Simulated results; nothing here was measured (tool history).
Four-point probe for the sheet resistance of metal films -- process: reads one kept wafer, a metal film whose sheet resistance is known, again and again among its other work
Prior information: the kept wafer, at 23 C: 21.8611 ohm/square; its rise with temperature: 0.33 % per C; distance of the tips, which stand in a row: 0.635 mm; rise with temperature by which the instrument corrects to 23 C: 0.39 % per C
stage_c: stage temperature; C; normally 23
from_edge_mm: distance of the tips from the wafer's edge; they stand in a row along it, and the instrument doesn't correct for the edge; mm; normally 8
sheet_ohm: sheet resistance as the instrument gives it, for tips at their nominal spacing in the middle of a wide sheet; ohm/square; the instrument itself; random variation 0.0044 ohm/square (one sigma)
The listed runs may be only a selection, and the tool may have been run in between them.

run	hour	stage_c	from_edge_mm	sheet_ohm
1	0	23	8	22.091145
2	23.8	23	8	22.098102
3	35.3	23	8	22.1056
4	50.1	23	8	22.106912
5	78.2	23	8	22.107331
6	92.7	32	8	21.986703
7	114.4	32	8	21.978247
8	128.3	32	8	21.991167
9	156.4	32	8	21.993509
10	169.2	23	8	22.112999
11	187.3	30	8	22.015632
12	209.8	30	8	22.019158
13	234.3	21	8	22.143498
14	249.5	21	8	22.146753
15	266.4	21	8	22.151338
16	283.2	21	24	22.087144
17	297.6	21	24	22.083427
18	314.4	21	24	22.085127
19	327.1	21	24	22.081925
20	346.4	21	24	22.095897
21	366.6	21	24	22.085933
22	385.7	23	8	22.125692
# hour 405.8: new probe head fitted
23	414.3	23	8	22.114842
24	439	23	6	22.173306
25	462	29	40	21.961568
26	483.6	21	34	22.073004
27	497.8	21	34	22.076214

Run 28 comes next. What will it give?
28	518.9	25	37	?

Run 28 came out at sheet_ohm 22.020029 ohm/square.
Had the tool carried no hidden state, the very same run would have given sheet_ohm 21.836477 ohm/square.
